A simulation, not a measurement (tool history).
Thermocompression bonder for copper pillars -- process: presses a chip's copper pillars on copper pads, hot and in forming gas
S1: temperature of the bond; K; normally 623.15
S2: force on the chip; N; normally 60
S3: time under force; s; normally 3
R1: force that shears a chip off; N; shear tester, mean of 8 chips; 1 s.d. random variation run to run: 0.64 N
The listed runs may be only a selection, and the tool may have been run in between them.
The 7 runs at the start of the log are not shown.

run	hour	S1	S2	S3	R1
8	134.3	610.15	60	3	60.1
9	150.5	626.15	60	3	69.3
# hour 172.7: forming gas filter changed
10	182.1	626.15	60	3	69.4
11	199.7	626.15	60	3	68.0
12	215.4	626.15	60	3	68.3
13	230.8	626.15	60	3	68.5
14	257.4	623.15	60	3	67.5
15	288.6	623.15	60	3	68.2
16	308.9	623.15	60	5	74.8
17	325.1	623.15	60	3	67.8
18	341.7	623.15	60	3	67.2
19	369.5	624.15	38	6	58.5
20	385.3	624.15	38	6	58.5
21	411.9	603.15	82	3	71.6
# hour 437.0: forming gas filter changed
22	439.0	645.15	60	8	87.8
23	470.0	595.15	39	2	30.4
24	483.3	608.15	36	3	37.9
25	509.3	599.15	60	3	57.0
26	522.1	603.15	60	3	58.8
27	548.0	607.15	42	2	37.0

Estimate the outcome of run 28 from the log above:
28	576.9	620.15	74	3	?

Run 28 yielded R1 74.6 N.
Were there no unlogged condition in the tool, this run, its random variation unchanged, would have produced R1 74.9 N.
